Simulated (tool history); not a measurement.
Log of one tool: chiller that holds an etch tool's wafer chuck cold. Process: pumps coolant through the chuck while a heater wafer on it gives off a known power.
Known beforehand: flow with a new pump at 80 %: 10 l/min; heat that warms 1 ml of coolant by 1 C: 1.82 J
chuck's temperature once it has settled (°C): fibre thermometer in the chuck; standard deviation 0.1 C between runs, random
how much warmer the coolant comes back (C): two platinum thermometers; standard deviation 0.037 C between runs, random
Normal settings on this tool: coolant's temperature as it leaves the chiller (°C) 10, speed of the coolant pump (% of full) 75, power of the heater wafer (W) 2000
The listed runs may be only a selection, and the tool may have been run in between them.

run	hour	coolant's temperature as it leaves the chiller (°C)	speed of the coolant pump (% of full)	power of the heater wafer (W)	chuck's temperature once it has settled (°C)	how much warmer the coolant comes back (C)
1	0.0	10	75	2000	25.6	7.27
2	94.8	10	75	2000	25.6	7.22
3	167.2	10	97	2000	22.0	5.52
4	258.7	10	97	2000	22.3	5.50
5	305.6	10	97	2000	22.3	5.55
6	414.0	10	75	2000	25.8	7.29
7	483.1	10	74	2000	26.0	7.42
8	582.9	10	85	2000	23.9	6.38
9	691.6	14	85	2000	27.8	6.36
10	781.5	14	85	2000	27.9	6.38
11	834.5	14	85	2000	27.8	6.38
12	891.3	10	75	2000	25.9	7.33
13	986.1	10	75	2000	26.0	7.36
14	1090.2	10	75	2000	25.9	7.35
15	1171.0	10	75	2000	26.1	7.45
16	1263.1	10	75	2000	25.9	7.46
17	1367.5	10	75	2000	25.9	7.40
18	1412.4	19	85	1636	30.5	5.30
19	1498.0	19	85	1636	30.6	5.29
20	1565.1	19	85	1636	30.5	5.29
21	1653.2	10	93	2035	23.2	5.95
22	1750.1	10	93	2035	23.1	6.05
23	1841.5	10	93	2035	23.2	5.98
24	1898.8	10	61	2000	30.0	9.51
25	2000.6	19	75	1116	27.9	4.22
# hour 2039.5: chiller's thermometer calibrated
26	2072.3	18	95	2882	36.6	8.34
27	2172.9	2	86	1196	10.6	3.83
28	2225.1	10	67	1062	19.8	4.56
29	2299.9	10	67	1062	19.9	4.54
30	2367.1	5	75	1981	21.4	7.41
31	2459.3	1	71	2000	18.5	8.01

5 ways to go on from here, each from the tool as it stands after run 31. What would each give?
A	2510.3	9	90	2889	?	?
B	2510.3	0	64	1456	?	?
C	2510.3	14	75	1025	?	?
D	2510.3	10	86	1936	?	?
E	2510.3	1	74	2000	?	?

run	chuck's temperature once it has settled (°C)	how much warmer the coolant comes back (C)
A	28.8	8.89
B	14.1	6.58
C	22.3	3.87
D	24.1	6.26
E	17.8	7.65
Had the tool no hidden state, the same runs would have come out as:
run	chuck's temperature once it has settled (°C)	how much warmer the coolant comes back (C)
A	27.0	8.35
B	12.8	6.18
C	21.5	3.63
D	22.8	5.88
E	16.3	7.18
